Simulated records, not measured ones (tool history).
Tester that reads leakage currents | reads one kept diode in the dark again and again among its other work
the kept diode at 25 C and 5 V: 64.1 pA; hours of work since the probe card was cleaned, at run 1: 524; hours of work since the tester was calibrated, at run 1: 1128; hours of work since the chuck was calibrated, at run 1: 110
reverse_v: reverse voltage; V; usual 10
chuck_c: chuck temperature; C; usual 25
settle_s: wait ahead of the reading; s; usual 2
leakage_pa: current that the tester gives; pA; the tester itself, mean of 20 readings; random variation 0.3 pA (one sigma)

run,hour,reverse_v,chuck_c,settle_s,hours of work since the probe card was cleaned,hours of work since the tester was calibrated,hours of work since the chuck was calibrated,leakage_pa
1,0,10,25,2,524,1128,110,107.4
2,35.2,10,25,2,550,1153,136,106.82
3,66.3,10,25,2,572,1176,159,106.19
4,92.5,10,25,2,591,1195,178,106.92
5,127.2,10,25,0.32,617,1220,203,110.58
6,155.9,10,25,0.32,637,1241,224,110.85
7,178.7,10,25,0.32,654,1258,240,110.49
8,218.3,10,31,1.06,683,1286,269,165.61
9,242.3,4,23,3.04,700,1304,286,50.8
10,278.5,10,25,0.58,726,1330,312,109.11
11,311.9,12.9,37,0.58,751,1354,337,295.9
12,336.6,12.9,37,0.58,768,1372,355,294.57

The next listed run, before its measurement:
13,365.8,10,47,2.48,790,1393,376,?

leakage_pa: 504.36 pA
Without the tool's hidden state the same run would have given leakage_pa 528.16 pA.
